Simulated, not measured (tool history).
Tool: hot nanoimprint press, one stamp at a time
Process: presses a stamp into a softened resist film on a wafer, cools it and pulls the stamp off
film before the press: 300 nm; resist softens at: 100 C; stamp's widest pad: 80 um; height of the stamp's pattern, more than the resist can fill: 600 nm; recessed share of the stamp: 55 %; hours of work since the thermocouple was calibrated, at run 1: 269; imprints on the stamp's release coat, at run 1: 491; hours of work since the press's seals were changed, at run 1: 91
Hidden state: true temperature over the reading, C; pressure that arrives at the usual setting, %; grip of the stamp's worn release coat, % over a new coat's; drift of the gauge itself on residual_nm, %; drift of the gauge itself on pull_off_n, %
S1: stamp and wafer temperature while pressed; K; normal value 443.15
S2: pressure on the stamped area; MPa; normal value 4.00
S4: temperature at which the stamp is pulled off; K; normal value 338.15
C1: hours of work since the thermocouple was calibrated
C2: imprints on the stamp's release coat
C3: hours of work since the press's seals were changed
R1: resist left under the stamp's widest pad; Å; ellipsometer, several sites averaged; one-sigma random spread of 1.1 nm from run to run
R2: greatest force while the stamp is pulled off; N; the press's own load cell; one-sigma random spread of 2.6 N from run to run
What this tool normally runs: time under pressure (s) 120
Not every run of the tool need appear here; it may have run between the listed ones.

run 1 day=0.000 | S1=443.15 S2=4.00 time_under_pressure_(s)=120 S4=338.15 | C1=269 C2=491 C3=91 | R1=1723 R2=147
run 2 day=0.304 | S1=443.15 S2=4.00 time_under_pressure_(s)=120 S4=338.15 | C1=272 C2=515 C3=95 | R1=1719 R2=149
run 3 day=0.979 | S1=443.15 S2=4.00 time_under_pressure_(s)=120 S4=338.15 | C1=279 C2=569 C3=102 | R1=1744 R2=158
run 4 day=1.475 | S1=443.15 S2=4.00 time_under_pressure_(s)=120 S4=338.15 | C1=285 C2=609 C3=107 | R1=1734 R2=157
run 5 day=2.008 | S1=443.15 S2=4.00 time_under_pressure_(s)=82 S4=338.15 | C1=290 C2=652 C3=113 | R1=1921 R2=156
run 6 day=2.700 | S1=443.15 S2=4.00 time_under_pressure_(s)=82 S4=338.15 | C1=298 C2=707 C3=120 | R1=1937 R2=162
run 7 day=3.167 | S1=443.15 S2=4.00 time_under_pressure_(s)=82 S4=338.15 | C1=303 C2=745 C3=125 | R1=1936 R2=165
run 8 day=3.454 | S1=443.15 S2=4.00 time_under_pressure_(s)=120 S4=338.15 | C1=306 C2=768 C3=128 | R1=1738 R2=160
run 9 day=4.029 | S1=443.15 S2=4.00 time_under_pressure_(s)=120 S4=338.15 | C1=312 C2=814 C3=135 | R1=1731 R2=170
run 10 day=4.617 | S1=443.15 S2=4.00 time_under_pressure_(s)=120 S4=338.15 | C1=318 C2=861 C3=141 | R1=1744 R2=166
run 11 day=5.104 | S1=443.15 S2=4.00 time_under_pressure_(s)=120 S4=338.15 | C1=324 C2=900 C3=146 | R1=1722 R2=173
run 12 day=5.517 | S1=443.15 S2=4.00 time_under_pressure_(s)=120 S4=338.15 | C1=328 C2=933 C3=151 | R1=1724 R2=175
run 13 day=6.092 | S1=443.15 S2=4.00 time_under_pressure_(s)=120 S4=338.15 | C1=334 C2=979 C3=157 | R1=1725 R2=173
run 14 day=6.638 | S1=443.15 S2=4.00 time_under_pressure_(s)=120 S4=338.15 | C1=340 C2=1023 C3=163 | R1=1734 R2=174
run 15 day=7.217 | S1=443.15 S2=4.00 time_under_pressure_(s)=120 S4=338.15 | C1=346 C2=1069 C3=169 | R1=1734 R2=179
run 16 day=7.783 | S1=443.15 S2=5.22 time_under_pressure_(s)=92 S4=330.15 | C1=352 C2=1114 C3=175 | R1=1658 R2=217
run 17 day=8.275 | S1=443.15 S2=5.22 time_under_pressure_(s)=92 S4=330.15 | C1=358 C2=1154 C3=180 | R1=1661 R2=212
run 18 day=8.608 | S1=452.15 S2=4.00 time_under_pressure_(s)=120 S4=338.15 | C1=361 C2=1180 C3=184 | R1=1232 R2=193
run 19 day=9.046 | S1=452.15 S2=4.00 time_under_pressure_(s)=120 S4=338.15 | C1=366 C2=1216 C3=189 | R1=1223 R2=187
run 20 day=9.562 | S1=434.15 S2=4.00 time_under_pressure_(s)=94 S4=326.15 | C1=372 C2=1257 C3=194 | R1=2431 R2=235
-- day=9.912 plate thermocouple calibrated
run 21 day=10.125 | S1=451.15 S2=3.94 time_under_pressure_(s)=94 S4=326.15 | C1=2 C2=1292 C3=199 | R1=1329 R2=235

Run 22 is up next; what results do you expect?
run 22 day=10.588 | S1=447.15 S2=4.00 time_under_pressure_(s)=106 S4=332.15 | C1=7 C2=1329 C3=204 | R1=? R2=?

{"run 22": {"R1": 1475, "R2": 219}}
Had the tool carried no hidden state, the very same run would have given R1 1463 Å, R2 140 N.
